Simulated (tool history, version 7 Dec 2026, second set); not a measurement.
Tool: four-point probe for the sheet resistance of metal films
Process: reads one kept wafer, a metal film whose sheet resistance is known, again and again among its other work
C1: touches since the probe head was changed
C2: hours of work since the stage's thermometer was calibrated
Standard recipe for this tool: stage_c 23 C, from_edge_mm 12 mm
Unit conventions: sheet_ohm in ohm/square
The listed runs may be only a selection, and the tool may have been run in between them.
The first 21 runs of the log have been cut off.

run 22 hour=314.6 | stage_c=27 from_edge_mm=36 | C1=34591 C2=423 | sheet_ohm=8.393519
run 23 hour=324.8 | stage_c=28 from_edge_mm=16 | C1=34841 C2=428 | sheet_ohm=8.398803
run 24 hour=336.5 | stage_c=18 from_edge_mm=12 | C1=35131 C2=433 | sheet_ohm=8.397185
run 25 hour=349.6 | stage_c=35 from_edge_mm=66 | C1=35456 C2=439 | sheet_ohm=8.400708
run 26 hour=362.2 | stage_c=35 from_edge_mm=66 | C1=35766 C2=445 | sheet_ohm=8.400128
run 27 hour=372.3 | stage_c=35 from_edge_mm=66 | C1=36017 C2=450 | sheet_ohm=8.398617
run 28 hour=387.6 | stage_c=35 from_edge_mm=66 | C1=36394 C2=457 | sheet_ohm=8.402416
run 29 hour=405.3 | stage_c=28 from_edge_mm=12 | C1=36830 C2=465 | sheet_ohm=8.400019
run 30 hour=426.0 | stage_c=31 from_edge_mm=10 | C1=37342 C2=475 | sheet_ohm=8.409311
run 31 hour=436.0 | stage_c=20 from_edge_mm=8 | C1=37590 C2=479 | sheet_ohm=8.403187
run 32 hour=445.4 | stage_c=29 from_edge_mm=28 | C1=37822 C2=484 | sheet_ohm=8.398619
run 33 hour=454.9 | stage_c=29 from_edge_mm=28 | C1=38057 C2=488 | sheet_ohm=8.395615

Below are 5 alternative next runs, each starting from the tool's condition after run 33. Predict each:
run A hour=466.7 | stage_c=19 from_edge_mm=11 | C1=38347 C2=493 | sheet_ohm=?
run B hour=466.7 | stage_c=18 from_edge_mm=9 | C1=38347 C2=493 | sheet_ohm=?
run C hour=466.7 | stage_c=32 from_edge_mm=4 | C1=38347 C2=493 | sheet_ohm=?
run D hour=466.7 | stage_c=19 from_edge_mm=17 | C1=38347 C2=493 | sheet_ohm=?
run E hour=466.7 | stage_c=35 from_edge_mm=12 | C1=38347 C2=493 | sheet_ohm=?

run=A sheet_ohm=8.396234
run=B sheet_ohm=8.399353
run=C sheet_ohm=8.468331
run=D sheet_ohm=8.390839
run=E sheet_ohm=8.407917
Without the tool's unlogged condition, the same runs would have read:
run=A sheet_ohm=8.397008
run=B sheet_ohm=8.400128
run=C sheet_ohm=8.469116
run=D sheet_ohm=8.391613
run=E sheet_ohm=8.408698

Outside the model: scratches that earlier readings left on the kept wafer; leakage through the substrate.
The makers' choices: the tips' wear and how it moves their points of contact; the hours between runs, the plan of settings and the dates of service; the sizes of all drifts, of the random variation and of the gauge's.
